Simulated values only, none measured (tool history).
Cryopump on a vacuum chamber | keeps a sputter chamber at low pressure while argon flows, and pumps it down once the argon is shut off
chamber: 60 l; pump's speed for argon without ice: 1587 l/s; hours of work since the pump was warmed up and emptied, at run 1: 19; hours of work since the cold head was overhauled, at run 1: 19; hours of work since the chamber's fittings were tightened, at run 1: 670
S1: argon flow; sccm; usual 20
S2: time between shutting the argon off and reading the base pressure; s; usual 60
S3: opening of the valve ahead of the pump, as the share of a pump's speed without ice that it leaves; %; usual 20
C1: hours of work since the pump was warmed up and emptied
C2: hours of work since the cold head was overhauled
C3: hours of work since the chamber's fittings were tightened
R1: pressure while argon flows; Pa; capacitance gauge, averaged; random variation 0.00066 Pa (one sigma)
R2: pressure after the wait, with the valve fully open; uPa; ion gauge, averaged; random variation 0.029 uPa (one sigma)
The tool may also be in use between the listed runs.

run	hour	S1	S2	S3	C1	C2	C3	R1	R2
1	0	20	60	20	19	19	670	0.1068	1.66
2	22	20	60	20	30	30	682	0.1079	1.69
3	36.6	20	60	20	38	38	689	0.1072	1.65
4	52.1	15	60	20	45	45	697	0.0807	1.73
5	84.7	20	49	20	62	62	714	0.1082	1.98
6	111.2	20	49	20	76	76	727	0.1079	2
7	125.6	20	60	20	83	83	735	0.1066	1.73
8	150.2	20	60	20	96	96	748	0.1072	1.69
9	169.5	20	60	23	106	106	757	0.0941	1.76
10	191.4	20	60	20	117	117	769	0.107	1.73
11	209.4	20	60	27	126	126	778	0.0796	1.8
12	235.4	20	60	27	140	140	791	0.0794	1.81
13	256.5	23	60	20	151	151	802	0.124	1.73
14	281.6	23	60	20	164	164	815	0.1238	1.81
15	300.2	23	60	20	173	173	825	0.1237	1.74
16	331.9	23	60	20	189	189	841	0.1244	1.82
17	355.8	23	60	20	202	202	853	0.1237	1.81
18	371.7	27	60	20	210	210	862	0.1459	1.87
19	395	30	34	39	222	222	874	0.0849	2.7
20	424.6	18	60	20	237	237	889	0.0983	1.85
21	445.4	9	60	16	248	248	899	0.0609	1.78
22	470.7	9	60	16	261	261	913	0.0612	1.83
23	501	9	60	16	277	277	928	0.0608	1.88
24	518.2	20	254	33	285	285	937	0.0664	0.93
25	545.2	16	24	33	299	299	951	0.0529	3.66
26	576.9	9	24	53	316	316	967	0.0195	3.64
27	593.8	14	106	34	324	324	976	0.0464	1.35
28	607.9	14	106	34	332	332	983	0.0456	1.37
29	623.5	14	106	16	340	340	991	0.0947	1.34
30	639.3	9	226	16	348	348	999	0.0615	1
31	655.3	15	187	17	356	356	1008	0.0964	1.08
32	680.8	15	187	17	369	369	1021	0.0962	1.07
33	697.2	18	187	57	378	378	1029	0.0366	1.05
34	726.9	27	24	57	393	393	1044	0.054	3.74

4 ways to go on from here, each from the tool as it stands after run 34. What would each give?
A	741.1	37	186	49	400	400	1052	?	?
B	741.1	27	34	57	400	400	1052	?	?
C	741.1	9	74	30	400	400	1052	?	?
D	741.1	27	112	27	400	400	1052	?	?

run	R1	R2
A	0.0862	1.1
B	0.0543	2.79
C	0.0339	1.7
D	0.1105	1.3
Without the tool's hidden state the same runs would have given:
run	R1	R2
A	0.0805	0.58
B	0.0502	2.27
C	0.0325	1.16
D	0.1064	0.79

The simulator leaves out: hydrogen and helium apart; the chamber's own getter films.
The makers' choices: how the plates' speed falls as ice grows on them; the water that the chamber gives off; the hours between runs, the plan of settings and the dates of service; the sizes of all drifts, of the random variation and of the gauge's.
